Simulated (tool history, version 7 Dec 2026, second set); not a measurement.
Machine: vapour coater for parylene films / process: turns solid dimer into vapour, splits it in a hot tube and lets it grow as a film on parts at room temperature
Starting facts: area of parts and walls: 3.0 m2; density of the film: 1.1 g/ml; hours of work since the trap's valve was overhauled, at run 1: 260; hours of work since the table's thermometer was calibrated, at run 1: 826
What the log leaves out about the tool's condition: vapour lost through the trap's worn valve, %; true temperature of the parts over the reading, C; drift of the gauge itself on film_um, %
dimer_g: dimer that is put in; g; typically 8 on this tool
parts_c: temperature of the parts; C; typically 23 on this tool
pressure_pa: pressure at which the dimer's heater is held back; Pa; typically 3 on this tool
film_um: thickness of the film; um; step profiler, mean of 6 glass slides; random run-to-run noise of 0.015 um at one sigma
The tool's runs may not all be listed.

run,hour,dimer_g,parts_c,pressure_pa,hours of work since the trap's valve was overhauled,hours of work since the table's thermometer was calibrated,film_um
1,0,8,23,3,260,826,1.44
2,22.1,8,23,3,280,845,1.43
3,45,8,23,3,299,865,1.45
4,68.2,8,23,3,319,885,1.43
5,88.8,8,35,3,337,903,1.14
6,112.2,3,23,3,358,923,0.55
7,129.8,3,23,3,373,938,0.52
8,158.2,3,23,3,398,963,0.56
9,175.7,8,20,3,413,978,1.52
10,202.2,8,23,4.32,436,1001,1.35
11,228.3,8,23,4.32,458,1024,1.32
12,253.6,8,23,4.32,480,1046,1.34
13,268.6,8,23,4.32,493,1059,1.33
14,294.9,5,19,4.15,516,1082,0.94
15,324.4,5,19,4.15,542,1107,0.93
# hour 344: trap's valve overhauled
16,344,3,30,5.56,0,1121,0.42
17,373.2,8,21,6.28,25,1146,1.31
18,392.1,8,21,6.28,42,1162,1.31
19,409.1,8,21,6.28,56,1177,1.3
20,426.3,7,22,2.17,71,1192,1.38

4 ways to go on from here, each from the tool as it stands after run 20. What would each give?
A,450.3,7,17,2.17,92,1213,?
B,450.3,4,23,2.01,92,1213,?
C,450.3,3,22,2.17,92,1213,?
D,450.3,3,31,2.44,92,1213,?

run,film_um
A,1.51
B,0.81
C,0.57
D,0.5
What these runs would have given with no unlogged condition in the tool:
run,film_um
A,1.51
B,0.81
C,0.57
D,0.5
